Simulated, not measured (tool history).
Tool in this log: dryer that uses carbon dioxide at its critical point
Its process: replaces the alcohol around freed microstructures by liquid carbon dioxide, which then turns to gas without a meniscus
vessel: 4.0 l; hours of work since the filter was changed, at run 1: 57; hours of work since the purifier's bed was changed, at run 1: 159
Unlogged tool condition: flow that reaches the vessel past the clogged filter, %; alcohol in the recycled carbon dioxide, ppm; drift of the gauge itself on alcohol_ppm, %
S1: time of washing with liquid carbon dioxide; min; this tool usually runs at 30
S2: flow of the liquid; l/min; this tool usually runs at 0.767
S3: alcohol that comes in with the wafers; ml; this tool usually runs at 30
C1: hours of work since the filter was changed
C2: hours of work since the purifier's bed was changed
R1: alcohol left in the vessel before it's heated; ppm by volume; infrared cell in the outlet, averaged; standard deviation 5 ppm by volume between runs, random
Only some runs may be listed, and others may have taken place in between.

run     day  S1     S2  S3   C1   C2   R1
  1       0  30  0.767  30   57  159   70
  2   0.633  30  0.767  59   64  165  114
  3   1.212  30  0.767  59   69  171  115
  4   1.896  30  0.767  59   76  178  130
  5   2.492  30  0.767  30   82  184   89
  6   3.192  30  0.767  30   89  191   88
  7   3.638  20  0.767  30   93  195  273
  8   3.971  32  0.767  30   97  198   79
  9   4.638  32  0.767  30  103  205   81
 10   5.329  32  0.767  30  110  212   78
 11   5.892  30  0.767  30  116  217   92
 12   6.671  30  0.767  30  123  225   98
 13   7.362  30  0.767  30  130  232   92
 14   7.929  30  0.767  67  136  237  155
 15   8.404  30  0.724  30  140  242  114
 16   9.104  30  0.767  30  147  249  104
 17   9.675  30  0.767  46  153  255  133
 18  10.288  30  0.767  30  159  261  119
 19  10.667  30  0.767  30  163  264  102
 20  11.146  30  0.767  53  168  269  144
 21  11.758  30  0.767  32  174  275  112
 22  12.338  30  0.767  32  179  281  111
 23  12.983  30  0.767  32  186  287  113
 24   13.35  47  0.628  35  189  291   89
 25  13.875  25  0.767  39  195  296  202
 26  14.438  46  0.871  21  200  302   62
 27  14.933  30  1.155  48  205  307   76
 28  15.421  30  0.513  30  210  312  352

Estimate the outcome of run 29 from the log above:
 29  15.792  30  0.767  25  214  315   ?

Run 29 yielded R1 116 ppm by volume.
If the tool had no hidden condition, the same run with the same run-to-run variation would have returned R1 38 ppm by volume.
